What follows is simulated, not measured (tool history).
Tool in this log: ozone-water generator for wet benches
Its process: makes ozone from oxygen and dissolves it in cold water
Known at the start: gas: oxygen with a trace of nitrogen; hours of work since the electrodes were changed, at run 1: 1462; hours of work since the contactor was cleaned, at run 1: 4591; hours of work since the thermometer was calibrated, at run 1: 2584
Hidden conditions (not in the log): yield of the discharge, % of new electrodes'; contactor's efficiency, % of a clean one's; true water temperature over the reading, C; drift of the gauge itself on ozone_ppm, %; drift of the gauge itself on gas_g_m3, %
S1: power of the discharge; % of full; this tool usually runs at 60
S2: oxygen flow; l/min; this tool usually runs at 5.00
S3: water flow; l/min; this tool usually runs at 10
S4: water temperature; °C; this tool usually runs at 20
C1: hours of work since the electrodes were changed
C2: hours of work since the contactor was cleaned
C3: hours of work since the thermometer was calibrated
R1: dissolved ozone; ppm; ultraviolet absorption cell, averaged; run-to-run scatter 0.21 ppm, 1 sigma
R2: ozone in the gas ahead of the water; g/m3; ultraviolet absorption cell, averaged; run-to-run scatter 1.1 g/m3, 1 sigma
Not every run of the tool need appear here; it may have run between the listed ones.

| run | day | S1 | S2 | S3 | S4 | C1 | C2 | C3 | R1 | R2 |
|---|---|---|---|---|---|---|---|---|---|---|
| 1 | 0.000 | 60 | 5.00 | 10 | 20 | 1462 | 4591 | 2584 | 30.3 | 193.0 |
| 2 | 1.846 | 60 | 5.00 | 10 | 20 | 1496 | 4625 | 2618 | 30.5 | 192.8 |
| 3 | 3.029 | 60 | 5.00 | 10 | 20 | 1518 | 4647 | 2640 | 30.4 | 193.5 |
| 4 | 4.762 | 60 | 5.00 | 10 | 20 | 1550 | 4679 | 2672 | 30.7 | 191.7 |
| 5 | 5.758 | 42 | 5.00 | 10 | 20 | 1569 | 4697 | 2690 | 23.1 | 145.4 |
| 6 | 8.017 | 42 | 5.00 | 10 | 20 | 1610 | 4739 | 2732 | 22.7 | 145.1 |
| 7 | 10.321 | 42 | 5.00 | 10 | 20 | 1653 | 4781 | 2774 | 23.3 | 147.9 |
|  | 11.892 | water thermometer calibrated |
| 8 | 12.017 | 42 | 5.00 | 10 | 20 | 1684 | 4812 | 2 | 23.0 | 145.0 |
| 9 | 13.088 | 60 | 5.00 | 10 | 20 | 1703 | 4832 | 22 | 30.4 | 192.7 |
| 10 | 14.200 | 60 | 5.00 | 10 | 20 | 1724 | 4853 | 43 | 30.3 | 192.9 |
| 11 | 16.233 | 60 | 5.00 | 9 | 19 | 1761 | 4890 | 80 | 33.0 | 191.1 |
| 12 | 18.054 | 60 | 5.00 | 9 | 19 | 1795 | 4924 | 114 | 32.6 | 191.0 |
| 13 | 19.975 | 60 | 3.39 | 12 | 20 | 1830 | 4959 | 149 | 27.6 | 229.0 |
| 14 | 21.546 | 87 | 6.26 | 13 | 20 | 1859 | 4988 | 178 | 34.4 | 229.5 |
| 15 | 23.908 | 87 | 6.26 | 13 | 20 | 1903 | 5032 | 222 | 34.5 | 228.7 |
| 16 | 25.483 | 87 | 6.26 | 13 | 20 | 1932 | 5061 | 251 | 34.5 | 227.5 |
| 17 | 26.808 | 48 | 8.42 | 13 | 20 | 1956 | 5085 | 275 | 21.2 | 125.8 |
| 18 | 28.158 | 74 | 5.30 | 10 | 20 | 1981 | 5110 | 300 | 35.9 | 216.5 |

For each run, the measured value with the value that run would have given without the tool's hidden condition subtracted. The run-to-run variation is shared by both, the gauge scatter possibly not:
| run | R2 |
|---|---|
| 1 | -0.1 |
| 2 | -0.3 |
| 3 | -0.5 |
| 4 | -0.8 |
| 5 | -0.7 |
| 6 | -1.0 |
| 7 | -1.3 |
| 8 | -1.4 |
| 9 | -2.1 |
| 10 | -2.2 |
| 11 | -2.6 |
| 12 | -2.9 |
| 13 | -3.7 |
| 14 | -4.1 |
| 15 | -4.6 |
| 16 | -4.9 |
| 17 | -2.8 |
| 18 | -5.1 |
R1 without the hidden state stays within 0.1 ppm of what was measured, in all runs.
